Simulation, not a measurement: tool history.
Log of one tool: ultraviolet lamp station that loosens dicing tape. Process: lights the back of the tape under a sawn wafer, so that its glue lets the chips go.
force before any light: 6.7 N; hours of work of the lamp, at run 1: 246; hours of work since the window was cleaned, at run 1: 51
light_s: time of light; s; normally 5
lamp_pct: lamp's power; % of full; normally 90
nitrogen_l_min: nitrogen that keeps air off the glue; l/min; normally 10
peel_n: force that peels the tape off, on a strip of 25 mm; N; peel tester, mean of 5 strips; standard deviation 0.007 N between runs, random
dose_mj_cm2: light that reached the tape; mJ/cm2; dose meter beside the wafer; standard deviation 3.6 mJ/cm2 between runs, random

run    day  light_s  lamp_pct  nitrogen_l_min  hours of work of the lamp  hours of work since the window was cleaned  peel_n  dose_mj_cm2
  1  0.000        5        90              10                        246                                          51   0.365          497
  2  0.408        5        90              10                        252                                          57   0.380          502
  3  0.812        5        90              10                        258                                          63   0.389          497
  4  1.092        5        90              10                        262                                          67   0.386          494
  5  1.304        5        90              10                        265                                          70   0.400          502
  6  1.554        5        90              10                        269                                          74   0.379          498
  7  1.912        5        90              10                        275                                          79   0.394          488
  8  2.292        5        90              10                        280                                          85   0.384          487
  9  2.642        5        90              10                        286                                          90   0.423          485
 10  3.150        5        90              10                        293                                          98   0.413          485
 11  3.642        5        90              10                        301                                         106   0.433          477
 12  4.083        5        90              13                        307                                         112   0.329          478
 13  4.558        5        90              13                        314                                         119   0.336          471
 14  4.988        5        90              13                        321                                         126   0.360          468
 15  5.396        7        75              10                        327                                         132   0.293          547
 16  5.738        8        64              10                        332                                         137   0.326          530
     5.792  -- window cleaned of glue's vapour
 17  6.229        3        76              10                        339                                           7   1.745          232
 18  6.646        9        84               6                        346                                          13   0.216          752
 19  7.042        9        65              13                        352                                          19   0.205          578
 20  7.283        9        65              13                        355                                          22   0.200          576
 21  7.575        3        67               9                        360                                          27   2.062          195
 22  8.054        2        67              13                        367                                          34   2.921          130
     8.129  -- window cleaned of glue's vapour, once more
 23  8.417        8        71              13                        372                                           4   0.183          592
 24  8.742        4        74              19                        377                                           9   0.763          305
 25  8.996        4        74              19                        381                                          13   0.745          309
 26  9.317        3        96              19                        385                                          18   0.802          298

Predict each of these 3 candidate next runs independently; none follows another, all start after run 26:
  A  9.692        5        90              10                        391                                          23       ?            ?
  B  9.692        8        72              19                        391                                          23       ?            ?
  C  9.692        3        63              10                        391                                          23       ?            ?

run  peel_n  dose_mj_cm2
  A   0.459          458
  B   0.142          589
  C   2.120          191
Without the tool's unlogged condition, the same runs would have read:
run  peel_n  dose_mj_cm2
  A   0.238          586
  B   0.078          754
  C   1.546          245

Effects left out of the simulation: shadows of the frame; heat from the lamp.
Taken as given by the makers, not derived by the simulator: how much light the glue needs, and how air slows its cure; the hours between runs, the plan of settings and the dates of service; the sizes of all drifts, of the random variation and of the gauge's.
